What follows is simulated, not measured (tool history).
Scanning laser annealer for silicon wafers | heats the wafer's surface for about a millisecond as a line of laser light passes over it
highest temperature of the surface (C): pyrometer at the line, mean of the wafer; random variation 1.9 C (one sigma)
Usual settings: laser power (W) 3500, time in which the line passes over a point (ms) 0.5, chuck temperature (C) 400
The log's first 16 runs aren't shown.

run,hour,laser power (W),time in which the line passes over a point (ms),chuck temperature (C),hours of work since the window was cleaned,hours of work since the power meter was calibrated,hours of work since the optics were aligned,highest temperature of the surface (C)
17,871.4,3078,0.5,400,149,952,1089,977
# hour 929.9: optics aligned, line set to its width
18,939.5,3500,0.5,438,190,992,6,1146
19,986.2,3500,0.5,400,219,1022,36,1102
20,1065.2,3500,0.5,400,269,1072,86,1099
# hour 1122.1: window over the wafer cleaned, once more
21,1140.8,3696,0.388,390,12,1119,133,1148
22,1187.9,3108,0.386,390,42,1148,163,985
23,1239.4,3803,0.5,393,74,1181,195,1276
24,1274.6,3542,0.477,400,97,1204,218,1180
25,1350.1,3645,0.516,398,145,1252,266,1244
26,1383.6,3600,0.437,413,166,1273,287,1172
27,1438.9,3189,0.426,400,201,1308,322,1036
28,1493.4,3136,0.501,405,236,1343,357,1075
29,1570.5,3569,0.601,383,285,1391,406,1255
30,1619.1,3111,0.491,364,316,1422,437,1017
31,1678.5,3111,0.491,364,353,1460,474,1012
32,1741,3500,0.374,400,393,1500,514,1059
33,1787.9,3680,0.495,428,423,1530,544,1237
34,1866,3335,0.523,427,473,1579,594,1152
35,1920.2,3505,0.523,429,507,1614,628,1199
36,1960,3249,0.401,429,532,1639,653,1037
37,2040.2,3500,0.387,400,583,1690,704,1054
38,2112.6,3500,0.387,400,629,1736,750,1048
39,2179.4,3395,0.383,400,672,1778,793,1016
40,2212,3053,0.366,382,692,1799,813,903

Forecast each of these 5 alternatives for the next run:
A,2254.6,3192,0.585,429,720,1826,840,?
B,2254.6,3500,0.356,400,720,1826,840,?
C,2254.6,3793,0.477,400,720,1826,840,?
D,2254.6,3473,0.393,382,720,1826,840,?
E,2254.6,3109,0.46,400,720,1826,840,?

run,highest temperature of the surface (C)
A,1132
B,1014
C,1195
D,1023
E,998
Without the tool's hidden state the same runs would have given:
run,highest temperature of the surface (C)
A,1199
B,1073
C,1272
D,1084
E,1055
